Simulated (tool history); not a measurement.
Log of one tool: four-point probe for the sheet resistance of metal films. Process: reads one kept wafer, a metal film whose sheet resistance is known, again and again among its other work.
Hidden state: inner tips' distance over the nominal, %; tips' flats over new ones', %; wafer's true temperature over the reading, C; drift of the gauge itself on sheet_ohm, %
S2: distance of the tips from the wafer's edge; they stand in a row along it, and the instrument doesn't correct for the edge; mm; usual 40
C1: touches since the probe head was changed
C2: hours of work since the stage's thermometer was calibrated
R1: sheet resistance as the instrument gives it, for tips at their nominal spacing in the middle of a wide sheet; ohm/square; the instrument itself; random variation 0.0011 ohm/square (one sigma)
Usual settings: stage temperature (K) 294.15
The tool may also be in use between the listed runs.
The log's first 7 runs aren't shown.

{"run": 8, "day": 30.571, "stage temperature (K)": 301.15, "S2": 40, "C1": 126391, "C2": 342, "R1": 5.36643}
{"run": 9, "day": 34.142, "stage temperature (K)": 294.15, "S2": 40, "C1": 128559, "C2": 376, "R1": 5.378802}
{"run": 10, "day": 37.096, "stage temperature (K)": 294.15, "S2": 40, "C1": 130354, "C2": 405, "R1": 5.376791}
{"run": 11, "day": 41.529, "stage temperature (K)": 294.15, "S2": 31, "C1": 133047, "C2": 448, "R1": 5.378019}
{"run": 12, "day": 45.971, "stage temperature (K)": 294.15, "S2": 31, "C1": 135745, "C2": 491, "R1": 5.377377}
{"run": 13, "day": 49.725, "stage temperature (K)": 294.15, "S2": 4, "C1": 138026, "C2": 528, "R1": 5.422508}
{"run": 14, "day": 53.483, "stage temperature (K)": 294.15, "S2": 4, "C1": 140309, "C2": 564, "R1": 5.424227}
{"run": 15, "day": 55.938, "stage temperature (K)": 306.15, "S2": 4, "C1": 141798, "C2": 588, "R1": 5.404148}
{"run": 16, "day": 60.425, "stage temperature (K)": 306.15, "S2": 4, "C1": 144524, "C2": 632, "R1": 5.404113}
{"run": 17, "day": 63.621, "stage temperature (K)": 305.15, "S2": 40, "C1": 146467, "C2": 663, "R1": 5.361656}
{"run": 18, "day": 69.1, "stage temperature (K)": 305.15, "S2": 4, "C1": 149794, "C2": 716, "R1": 5.407767}
{"run": 19, "day": 73.254, "stage temperature (K)": 305.15, "S2": 4, "C1": 152319, "C2": 756, "R1": 5.404013}
{"run": 20, "day": 79.108, "stage temperature (K)": 304.15, "S2": 40, "C1": 155875, "C2": 813, "R1": 5.363039}
{"run": 21, "day": 83.496, "stage temperature (K)": 294.15, "S2": 4, "C1": 158538, "C2": 856, "R1": 5.423983}
{"run": 22, "day": 89.462, "stage temperature (K)": 306.15, "S2": 6, "C1": 162164, "C2": 914, "R1": 5.37884}
{"run": 23, "day": 94.029, "stage temperature (K)": 308.15, "S2": 9, "C1": 164938, "C2": 958, "R1": 5.36381}
{"run": 24, "day": 98.467, "stage temperature (K)": 294.15, "S2": 10, "C1": 167634, "C2": 1001, "R1": 5.384537}
{"run": 25, "day": 102.225, "stage temperature (K)": 294.15, "S2": 10, "C1": 169915, "C2": 1037, "R1": 5.385614}
{"run": 26, "day": 106.954, "stage temperature (K)": 296.15, "S2": 34, "C1": 172789, "C2": 1083, "R1": 5.374353}
{"run": 27, "day": 110.3, "stage temperature (K)": 302.15, "S2": 28, "C1": 174821, "C2": 1116, "R1": 5.366592}
{"run": 28, "day": 113.783, "stage temperature (K)": 307.15, "S2": 56, "C1": 176937, "C2": 1150, "R1": 5.357901}
{"run": 29, "day": 118.254, "stage temperature (K)": 291.15, "S2": 15, "C1": 179652, "C2": 1193, "R1": 5.386482}
{"run": 30, "day": 121.95, "stage temperature (K)": 296.15, "S2": 9, "C1": 181898, "C2": 1229, "R1": 5.384324}

The next listed run, before its measurement:
{"run": 31, "day": 125.817, "stage temperature (K)": 296.15, "S2": 29, "C1": 184247, "C2": 1267, "R1": "?"}

R1: 5.374636 ohm/square
Without the tool's hidden state the same run would have given R1 5.376026 ohm/square.
